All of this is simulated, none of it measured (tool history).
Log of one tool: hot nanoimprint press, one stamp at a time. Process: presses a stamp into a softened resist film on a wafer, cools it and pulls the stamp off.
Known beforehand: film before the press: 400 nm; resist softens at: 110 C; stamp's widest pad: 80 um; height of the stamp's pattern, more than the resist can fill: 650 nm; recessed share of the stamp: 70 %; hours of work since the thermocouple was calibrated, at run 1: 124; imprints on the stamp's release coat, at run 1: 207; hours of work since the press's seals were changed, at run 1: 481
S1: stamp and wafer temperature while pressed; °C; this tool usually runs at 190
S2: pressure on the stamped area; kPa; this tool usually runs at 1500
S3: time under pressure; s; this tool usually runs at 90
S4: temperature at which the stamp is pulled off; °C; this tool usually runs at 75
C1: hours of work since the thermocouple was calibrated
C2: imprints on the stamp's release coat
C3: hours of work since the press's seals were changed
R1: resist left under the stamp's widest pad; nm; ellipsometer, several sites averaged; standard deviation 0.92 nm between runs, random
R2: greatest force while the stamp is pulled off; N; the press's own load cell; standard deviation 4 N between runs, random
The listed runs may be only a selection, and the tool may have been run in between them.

{"run": 1, "hour": 0.0, "S1": 190, "S2": 1500, "S3": 90, "S4": 75, "C1": 124, "C2": 207, "C3": 481, "R1": 203.3, "R2": 193}
{"run": 2, "hour": 50.9, "S1": 190, "S2": 1500, "S3": 90, "S4": 75, "C1": 161, "C2": 438, "C3": 518, "R1": 204.6, "R2": 198}
{"run": 3, "hour": 84.6, "S1": 190, "S2": 1500, "S3": 90, "S4": 75, "C1": 185, "C2": 591, "C3": 542, "R1": 206.6, "R2": 201}
{"run": 4, "hour": 129.7, "S1": 190, "S2": 1500, "S3": 90, "S4": 75, "C1": 218, "C2": 796, "C3": 575, "R1": 204.6, "R2": 194}
{"run": 5, "hour": 185.4, "S1": 190, "S2": 1500, "S3": 90, "S4": 75, "C1": 258, "C2": 1049, "C3": 615, "R1": 206.1, "R2": 195}
{"run": 6, "hour": 210.8, "S1": 190, "S2": 1160, "S3": 90, "S4": 75, "C1": 277, "C2": 1165, "C3": 634, "R1": 230.1, "R2": 203}
{"hour": 240.3, "done": "press's hydraulic seals changed and the load cell set to zero"}
{"run": 7, "hour": 260.3, "S1": 190, "S2": 1500, "S3": 90, "S4": 75, "C1": 307, "C2": 1353, "C3": 15, "R1": 206.6, "R2": 193}
{"run": 8, "hour": 285.2, "S1": 190, "S2": 1500, "S3": 90, "S4": 75, "C1": 325, "C2": 1467, "C3": 33, "R1": 205.4, "R2": 200}
{"hour": 315.5, "done": "stamp cleaned and given a new release coat"}
{"run": 9, "hour": 318.4, "S1": 190, "S2": 1500, "S3": 90, "S4": 75, "C1": 345, "C2": 13, "C3": 52, "R1": 206.0, "R2": 192}
{"run": 10, "hour": 372.7, "S1": 190, "S2": 1500, "S3": 90, "S4": 75, "C1": 384, "C2": 260, "C3": 92, "R1": 206.9, "R2": 194}
{"run": 11, "hour": 421.2, "S1": 190, "S2": 1500, "S3": 90, "S4": 76, "C1": 419, "C2": 480, "C3": 127, "R1": 207.0, "R2": 193}
{"run": 12, "hour": 455.6, "S1": 190, "S2": 1500, "S3": 99, "S4": 75, "C1": 444, "C2": 637, "C3": 152, "R1": 200.9, "R2": 194}
{"run": 13, "hour": 493.8, "S1": 190, "S2": 1500, "S3": 99, "S4": 63, "C1": 472, "C2": 810, "C3": 180, "R1": 200.2, "R2": 247}
{"hour": 518.5, "done": "plate thermocouple calibrated"}
{"run": 14, "hour": 538.4, "S1": 190, "S2": 1500, "S3": 99, "S4": 63, "C1": 14, "C2": 999, "C3": 210, "R1": 200.4, "R2": 260}
{"run": 15, "hour": 563.7, "S1": 190, "S2": 1500, "S3": 112, "S4": 66, "C1": 33, "C2": 1114, "C3": 228, "R1": 191.9, "R2": 243}
{"run": 16, "hour": 616.1, "S1": 190, "S2": 1500, "S3": 112, "S4": 66, "C1": 71, "C2": 1353, "C3": 266, "R1": 192.6, "R2": 242}
{"run": 17, "hour": 650.1, "S1": 201, "S2": 2070, "S3": 90, "S4": 78, "C1": 95, "C2": 1507, "C3": 291, "R1": 129.8, "R2": 182}
{"hour": 674.5, "done": "stamp cleaned and given a new release coat"}
{"run": 18, "hour": 709.9, "S1": 201, "S2": 2070, "S3": 90, "S4": 78, "C1": 134, "C2": 161, "C3": 330, "R1": 129.3, "R2": 181}
{"run": 19, "hour": 749.7, "S1": 192, "S2": 2070, "S3": 90, "S4": 78, "C1": 163, "C2": 342, "C3": 359, "R1": 171.2, "R2": 188}
{"hour": 768.7, "done": "gauge calibrated"}
{"run": 20, "hour": 776.4, "S1": 192, "S2": 2070, "S3": 90, "S4": 78, "C1": 183, "C2": 464, "C3": 378, "R1": 166.9, "R2": 176}
{"run": 21, "hour": 825.6, "S1": 192, "S2": 2070, "S3": 90, "S4": 78, "C1": 218, "C2": 687, "C3": 414, "R1": 168.0, "R2": 184}
{"run": 22, "hour": 849.5, "S1": 195, "S2": 1060, "S3": 137, "S4": 60, "C1": 236, "C2": 796, "C3": 431, "R1": 177.0, "R2": 276}
{"run": 23, "hour": 902.2, "S1": 198, "S2": 1780, "S3": 90, "S4": 74, "C1": 274, "C2": 1035, "C3": 469, "R1": 149.7, "R2": 203}
{"run": 24, "hour": 941.8, "S1": 202, "S2": 1500, "S3": 71, "S4": 75, "C1": 303, "C2": 1215, "C3": 498, "R1": 160.2, "R2": 201}
{"run": 25, "hour": 969.0, "S1": 183, "S2": 2030, "S3": 99, "S4": 62, "C1": 323, "C2": 1339, "C3": 518, "R1": 217.3, "R2": 267}
{"run": 26, "hour": 1003.5, "S1": 184, "S2": 920, "S3": 90, "S4": 79, "C1": 348, "C2": 1496, "C3": 543, "R1": 287.2, "R2": 183}
{"hour": 1027.2, "done": "stamp cleaned and given a new release coat"}
{"run": 27, "hour": 1037.6, "S1": 184, "S2": 920, "S3": 90, "S4": 79, "C1": 368, "C2": 48, "C3": 563, "R1": 287.5, "R2": 173}
{"run": 28, "hour": 1069.6, "S1": 190, "S2": 1070, "S3": 173, "S4": 81, "C1": 391, "C2": 193, "C3": 586, "R1": 188.6, "R2": 165}

Some steps in R1 between neighbouring runs. How much of each would the tool show without its hidden state too (settings, what came in, random variation), and how much is left for the hidden state, with any gauge scatter that isn't in both results?
The hidden state here: true temperature over the reading, C; pressure that arrives at the usual setting, %; grip of the stamp's worn release coat, % over a new coat's; drift of the gauge itself on residual_nm, %; drift of the gauge itself on pull_off_n, %.
Run 18 -> 19: S1 201 -> 192. R1 +41.9 nm: hidden state +1.2, all else +40.7.
Run 19 -> 20: gauge calibrated. R1 -4.3 nm: hidden state -4.1, all else -0.2.
Run 25 -> 26: S1 183 -> 184, S2 2030 -> 920, S3 99 -> 90, S4 62 -> 79. R1 +69.9 nm: hidden state +0.7, all else +69.2.
Run 27 -> 28: S1 184 -> 190, S2 920 -> 1070, S3 90 -> 173, S4 79 -> 81. R1 -98.9 nm: hidden state -0.7, all else -98.2.
